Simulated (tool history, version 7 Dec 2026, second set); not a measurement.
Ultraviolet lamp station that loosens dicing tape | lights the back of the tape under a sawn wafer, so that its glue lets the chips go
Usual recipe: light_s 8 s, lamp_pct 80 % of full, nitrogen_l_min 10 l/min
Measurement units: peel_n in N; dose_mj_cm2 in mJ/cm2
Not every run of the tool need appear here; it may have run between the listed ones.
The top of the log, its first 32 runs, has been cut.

run      day  light_s  lamp_pct  nitrogen_l_min  peel_n  dose_mj_cm2
 33   79.162        8        80              17   0.539          468
      79.488  -- window cleaned of glue's vapour
 34   82.054       16        77               6   0.254          956
 35   85.383        7        80               3   1.266          429
 36   87.779       12        80              10   0.305          718
 37   89.300       15        80              10   0.232          881
 38   91.646       13        86               4   0.373          807
 39   93.054        8        80              10   0.709          456
 40   95.900        8        80              10   0.701          454
 41   97.512        8        80              10   0.711          443
 42   99.925        7        85              18   0.679          400
 43  101.600        8        68               4   1.388          361
 44  104.921        7        80               8   1.050          365

Below are 3 alternative next runs, each starting from the tool's condition after run 44. Predict each:
     106.962  -- window cleaned of glue's vapour
  A  107.796        6        69               4       ?            ?
     106.962  -- window cleaned of glue's vapour
  B  107.796        8        80               9       ?            ?
     106.962  -- window cleaned of glue's vapour
  C  107.796        9        69              10       ?            ?

run  peel_n  dose_mj_cm2
  A   1.759          289
  B   0.726          450
  C   0.732          435
Without the tool's hidden state the same runs would have given:
run  peel_n  dose_mj_cm2
  A   1.468          339
  B   0.550          527
  C   0.554          510
